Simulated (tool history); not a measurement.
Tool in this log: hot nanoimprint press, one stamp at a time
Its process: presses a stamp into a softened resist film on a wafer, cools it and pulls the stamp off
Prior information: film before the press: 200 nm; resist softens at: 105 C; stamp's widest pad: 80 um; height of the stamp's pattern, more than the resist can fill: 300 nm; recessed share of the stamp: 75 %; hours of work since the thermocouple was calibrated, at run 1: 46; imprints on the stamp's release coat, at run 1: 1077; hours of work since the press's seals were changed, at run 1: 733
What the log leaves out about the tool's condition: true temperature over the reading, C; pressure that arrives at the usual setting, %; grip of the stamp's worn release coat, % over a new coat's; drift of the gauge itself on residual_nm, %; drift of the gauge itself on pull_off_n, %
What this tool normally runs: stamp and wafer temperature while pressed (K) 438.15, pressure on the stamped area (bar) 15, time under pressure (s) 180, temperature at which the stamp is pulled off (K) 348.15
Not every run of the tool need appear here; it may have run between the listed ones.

run,hour,stamp and wafer temperature while pressed (K),pressure on the stamped area (bar),time under pressure (s),temperature at which the stamp is pulled off (K),hours of work since the thermocouple was calibrated,imprints on the stamp's release coat,hours of work since the press's seals were changed,resist left under the stamp's widest pad (angstrom),greatest force while the stamp is pulled off (N)
1,0,438.15,15,180,348.15,46,1077,733,1031,234
2,62.2,438.15,15,180,348.15,86,1207,773,1039,245
3,111.5,438.15,15,180,348.15,118,1309,805,1049,250
4,167.6,438.15,15,180,348.15,154,1426,841,1052,259
5,205.8,438.15,15,180,348.15,178,1505,865,1059,270
# hour 232.2: stamp cleaned and given a new release coat
6,264.5,438.15,15,180,348.15,212,67,899,1074,180
7,324.4,438.15,15,180,348.15,251,191,938,1074,191
8,396.7,438.15,15,180,348.15,297,341,984,1084,202
# hour 460.1: plate thermocouple calibrated
9,468.7,438.15,16.5,180,348.15,5,485,1029,1064,210
10,523.8,438.15,15,180,336.15,41,600,1064,1127,272
11,591.8,438.15,15,182,336.15,85,741,1108,1121,270
# hour 654.2: press's hydraulic seals changed and the load cell set to zero
12,662.1,438.15,15,182,336.15,125,870,5,1128,276
# hour 702.2: plate thermocouple calibrated, once more
13,720.6,438.15,15,180,348.15,12,986,41,1056,231
14,754.1,438.15,15,180,348.15,33,1055,62,1043,243
15,799.4,438.15,15,180,348.15,63,1149,91,1053,244
16,863.3,441.15,11.8,304,348.15,104,1282,133,795,253
17,930.6,441.15,11.8,304,348.15,147,1422,176,798,270
18,975.5,438.15,15,278,348.15,176,1515,205,922,271
# hour 994.9: stamp cleaned and given a new release coat
19,1021.7,438.15,15,278,348.15,202,56,231,926,185
20,1071,438.15,15,91,348.15,234,158,262,1356,189
21,1102,427.15,15,91,334.15,253,223,282,1837,247
22,1135.1,427.15,15,91,334.15,275,292,304,1867,249
23,1199,427.15,15,91,334.15,316,424,345,1887,255
# hour 1236.1: plate thermocouple calibrated
24,1262.2,427.15,15,91,334.15,17,549,384,1843,266
25,1296.5,427.15,15,91,334.15,39,621,406,1822,271
26,1336.4,434.15,15,180,333.15,65,704,431,1298,276
27,1407.4,434.15,15,180,333.15,110,851,477,1302,303
28,1448.4,434.15,15,180,355.15,137,936,503,1328,202
29,1502.4,434.15,15,180,355.15,171,1049,538,1327,208
30,1551.8,428.15,22,180,348.15,203,1151,570,1581,236

Here are 3 independent what-if runs from the current tool condition. What would each one return?
A,1609,430.15,22,180,333.15,240,1270,607,?,?
B,1609,430.15,19.7,180,351.15,240,1270,607,?,?
C,1609,435.15,10.9,306,348.15,240,1270,607,?,?

run,resist left under the stamp's widest pad (angstrom),greatest force while the stamp is pulled off (N)
A,1487,312
B,1497,231
C,1194,252
The same runs, with their run-to-run variation unchanged, on a tool lacking any hidden condition would have given:
run,resist left under the stamp's widest pad (angstrom),greatest force while the stamp is pulled off (N)
A,1430,218
B,1444,161
C,1142,176
